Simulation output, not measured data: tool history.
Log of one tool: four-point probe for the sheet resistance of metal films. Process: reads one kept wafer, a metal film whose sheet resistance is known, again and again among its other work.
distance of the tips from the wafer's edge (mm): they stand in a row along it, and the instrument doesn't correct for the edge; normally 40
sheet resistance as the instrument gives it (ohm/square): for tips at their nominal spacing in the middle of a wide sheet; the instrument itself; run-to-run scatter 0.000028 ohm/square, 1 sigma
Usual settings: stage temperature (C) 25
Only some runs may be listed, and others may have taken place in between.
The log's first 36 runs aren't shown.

| run | hour | stage temperature (C) | distance of the tips from the wafer's edge (mm) | touches since the probe head was changed | hours of work since the stage's thermometer was calibrated | sheet resistance as the instrument gives it (ohm/square) |
|---|---|---|---|---|---|---|
| 37 | 863.4 | 26 | 12 | 75534 | 1039 | 0.140041 |
| 38 | 899.3 | 26 | 12 | 76902 | 1055 | 0.140040 |
| 39 | 914.4 | 32 | 55 | 77477 | 1062 | 0.138669 |
| 40 | 939.5 | 32 | 55 | 78432 | 1074 | 0.138595 |
| 41 | 955.4 | 32 | 55 | 79036 | 1082 | 0.138630 |
| 42 | 980.6 | 28 | 40 | 79995 | 1093 | 0.139428 |
| 43 | 1003.2 | 22 | 56 | 80858 | 1104 | 0.140724 |
| 44 | 1032.8 | 22 | 56 | 81985 | 1118 | 0.140686 |

Predict each of these 5 candidate next runs independently; none follows another, all start after run 44:
| A | 1069.7 | 22 | 40 | 83387 | 1135 | ? |
| B | 1069.7 | 32 | 14 | 83387 | 1135 | ? |
| C | 1069.7 | 27 | 55 | 83387 | 1135 | ? |
| D | 1069.7 | 22 | 12 | 83387 | 1135 | ? |
| E | 1069.7 | 26 | 8 | 83387 | 1135 | ? |

| run | sheet resistance as the instrument gives it (ohm/square) |
|---|---|
| A | 0.140781 |
| B | 0.138777 |
| C | 0.139651 |
| D | 0.140920 |
| E | 0.140342 |
With the hidden condition removed and each run's random variation left untouched, the same runs would have given:
| run | sheet resistance as the instrument gives it (ohm/square) |
|---|---|
| A | 0.140784 |
| B | 0.138780 |
| C | 0.139654 |
| D | 0.140923 |
| E | 0.140345 |
